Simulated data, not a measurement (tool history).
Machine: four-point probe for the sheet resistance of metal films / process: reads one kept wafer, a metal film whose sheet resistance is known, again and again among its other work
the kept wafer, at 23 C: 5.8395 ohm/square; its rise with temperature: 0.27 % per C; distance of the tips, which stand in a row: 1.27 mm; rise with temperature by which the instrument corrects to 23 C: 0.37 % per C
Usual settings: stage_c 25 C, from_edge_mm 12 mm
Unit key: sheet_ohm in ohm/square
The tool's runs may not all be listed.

run,hour,stage_c,from_edge_mm,sheet_ohm
1,0.0,25,12,5.925885
2,62.5,25,12,5.925632
3,190.3,25,12,5.859132
4,254.8,25,12,5.859140
5,344.5,25,12,5.861310
6,405.6,25,12,5.861949
7,510.4,25,12,5.866434
8,632.1,25,12,5.868297
9,733.6,28,12,5.851614
10,847.5,28,12,5.853255
11,971.1,25,12,5.872286
12,1097.1,25,12,5.873020
13,1155.0,25,6,5.976905
14,1269.0,25,12,5.875551
15,1376.7,25,6,5.980559
16,1431.1,25,6,5.980258
17,1537.8,25,6,5.991017
18,1597.8,27,27,5.847750
19,1672.3,27,27,5.849105
20,1736.8,22,6,6.009379
21,1869.1,27,11,5.886428
22,1997.2,27,11,5.889082
23,2097.9,26,25,5.862839
24,2185.7,26,25,5.864072
25,2282.3,18,53,5.904748
26,2406.9,18,53,5.906098
27,2501.5,27,37,5.857480
28,2564.6,26,13,5.890726
29,2620.9,26,13,5.894666
30,2715.2,20,4,6.198440
31,2804.7,19,54,5.906001
32,2893.0,24,33,5.882050
33,2948.0,24,33,5.882302
34,3075.7,24,33,5.884146

Removed from this log: 2 entries logged between the listed runs. Between which two listed runs does each belong, and how does the tool's hidden state at the listed run before it compare with that at the listed run after it?
Logged between run 2 and run 3: new probe head fitted (hour 135.8)
  inner tips' distance over the nominal, %: 1.05 -> 0.016; tips' flats over new ones', %: 117 -> 1; wafer's true temperature over the reading, C: -0.22 -> -0.24
  what was measured, less what the result would be without the hidden state, sheet_ohm: +0.063116 -> -0.002847 ohm/square
Logged between run 16 and run 17: stage's thermometer calibrated (hour 1495.6)
  inner tips' distance over the nominal, %: 0.348 -> 0.376; tips' flats over new ones', %: 27 -> 29; wafer's true temperature over the reading, C: -0.42 -> 0
  what was measured, less what the result would be without the hidden state, sheet_ohm: +0.015554 -> +0.024340 ohm/square
